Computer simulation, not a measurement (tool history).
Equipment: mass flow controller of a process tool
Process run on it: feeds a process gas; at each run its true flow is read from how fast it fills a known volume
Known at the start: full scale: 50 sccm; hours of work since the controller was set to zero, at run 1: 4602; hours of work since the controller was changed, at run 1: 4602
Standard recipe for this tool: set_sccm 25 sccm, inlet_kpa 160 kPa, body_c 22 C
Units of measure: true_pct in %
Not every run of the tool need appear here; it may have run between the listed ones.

run,hour,set_sccm,inlet_kpa,body_c,hours of work since the controller was set to zero,hours of work since the controller was changed,true_pct
1,0.0,25,160,22,4602,4602,99.20
2,129.8,25,146,22,4696,4696,99.43
3,281.6,25,160,22,4806,4806,99.19
4,464.4,25,160,22,4938,4938,99.19
5,706.2,25,160,22,5113,5113,99.29
6,875.4,25,160,22,5236,5236,99.29
7,1049.1,25,160,22,5362,5362,99.25

Predict the results of run 8:
8,1232.8,25,160,22,5495,5495,?

Run 8 came out at true_pct 99.23 %.
Without the tool's hidden state the same run would have given true_pct 99.22 %.
